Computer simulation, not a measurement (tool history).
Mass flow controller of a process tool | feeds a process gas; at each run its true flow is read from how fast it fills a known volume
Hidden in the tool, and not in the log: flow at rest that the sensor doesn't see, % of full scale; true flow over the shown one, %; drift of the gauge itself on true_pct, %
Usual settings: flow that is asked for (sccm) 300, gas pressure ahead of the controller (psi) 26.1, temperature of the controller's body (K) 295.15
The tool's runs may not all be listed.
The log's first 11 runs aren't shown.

run	hour	flow that is asked for (sccm)	gas pressure ahead of the controller (psi)	temperature of the controller's body (K)	hours of work since the controller was set to zero	hours of work since the controller was changed	true flow (%)
12	1250.8	300	26.1	295.15	2810	2810	99.36
13	1369.8	300	26.1	295.15	2856	2856	99.40
14	1454.9	224	26.1	295.15	2889	2889	99.13
15	1563.3	281	26.1	295.15	2931	2931	99.18
16	1675.7	300	34.8	295.15	2975	2975	99.49
17	1783.5	300	34.8	295.15	3017	3017	99.42
18	1911.6	300	26.1	295.15	3067	3067	99.24
19	1997.8	300	26.1	295.15	3100	3100	99.48
20	2132.8	300	33.4	295.15	3153	3153	99.44
21	2277.5	112	26.1	295.15	3209	3209	98.82
22	2355.6	112	26.1	295.15	3239	3239	98.88
23	2479.8	256	30.5	296.15	3288	3288	99.33
24	2605.2	137	40.6	299.15	3336	3336	99.21
25	2710.6	137	40.6	299.15	3377	3377	99.27
26	2827.8	137	40.6	299.15	3423	3423	99.32
27	2936.8	105	40.6	294.15	3465	3465	98.87
28	3080.1	105	25.2	294.15	3521	3521	98.76
29	3206.7	262	26.1	299.15	3570	3570	99.35
30	3351.6	262	26.1	312.15	3627	3627	99.70
31	3493.3	158	22.6	302.15	3682	3682	98.95
32	3599.4	344	28.7	295.15	3723	3723	99.39
33	3704.3	194	34.8	294.15	3764	3764	99.15
34	3832.9	300	40.5	295.15	3814	3814	99.44
35	3967.1	77	40.5	293.15	3866	3866	98.85

Forecast each of these 4 alternatives for the next run:
A	4095.1	90	24.8	303.15	3916	3916	?
B	4095.1	238	40.5	293.15	3916	3916	?
C	4095.1	59	21.3	293.15	3916	3916	?
D	4095.1	300	32.5	301.15	3916	3916	?

run	true flow (%)
A	99.04
B	99.39
C	98.47
D	99.44
Without the tool's hidden state the same runs would have given:
run	true flow (%)
A	99.02
B	99.39
C	98.45
D	99.44

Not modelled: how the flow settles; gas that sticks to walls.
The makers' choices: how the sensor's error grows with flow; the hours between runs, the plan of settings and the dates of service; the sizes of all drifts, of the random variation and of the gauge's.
